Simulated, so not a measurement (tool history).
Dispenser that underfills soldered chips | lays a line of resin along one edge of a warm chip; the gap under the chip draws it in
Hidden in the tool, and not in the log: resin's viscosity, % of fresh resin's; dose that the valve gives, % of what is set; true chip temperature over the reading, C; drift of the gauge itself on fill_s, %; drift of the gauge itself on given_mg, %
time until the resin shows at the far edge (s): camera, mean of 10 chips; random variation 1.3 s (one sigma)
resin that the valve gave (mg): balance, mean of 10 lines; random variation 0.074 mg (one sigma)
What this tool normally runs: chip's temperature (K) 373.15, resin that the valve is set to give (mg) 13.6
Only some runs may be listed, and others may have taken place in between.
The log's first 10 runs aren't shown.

run	hour	chip's temperature (K)	resin that the valve is set to give (mg)	hours of work since the syringe was changed	hours of work since the valve was cleaned	hours of work since the stage was calibrated	time until the resin shows at the far edge (s)	resin that the valve gave (mg)
# hour 54.0: new syringe of resin
11	57.1	373.15	16.5	2	62	67	145.6	15.96
12	63.0	373.15	16.5	6	66	71	194.9	15.82
# hour 64.6: new syringe of resin
13	66.4	367.15	16.5	1	68	73	179.0	15.79
14	72.7	367.15	16.5	6	73	78	241.2	15.82
# hour 75.2: new syringe of resin
15	78.0	367.15	16.5	2	76	82	188.0	15.62
16	84.9	369.15	13.6	7	81	86	242.8	12.87
# hour 86.0: new syringe of resin
17	91.8	369.15	13.6	4	86	91	198.6	12.84
18	96.0	373.15	13.6	7	89	94	202.6	12.81
# hour 96.7: new syringe of resin
19	100.3	373.15	13.6	3	92	97	155.1	12.79
20	104.0	386.15	13.3	5	94	100	106.4	12.50
# hour 107.4: new syringe of resin
21	109.1	380.15	14.2	1	98	103	100.1	13.32
22	113.2	371.15	16.5	4	101	106	178.3	15.45
# hour 118.1: new syringe of resin
23	118.2	362.15	13.6	0	104	109	215.6	12.62
24	125.5	383.15	15.2	5	109	115	119.0	14.19
# hour 128.7: new syringe of resin
25	129.2	380.15	15.0	0	112	117	97.1	13.94
26	135.0	380.15	15.0	5	116	121	126.8	13.88

Run 27, settings as shown, results not yet in. Your forecast:
# hour 139.6: new syringe of resin
27	139.6	378.15	13.6	0	119	124	?	?

Run 27 yielded time until the resin shows at the far edge (s) 103.8, resin that the valve gave (mg) 12.82.
On a tool with no hidden condition, and with the same random variation, this run would have come out at time until the resin shows at the far edge (s) 98.9, resin that the valve gave (mg) 13.87.
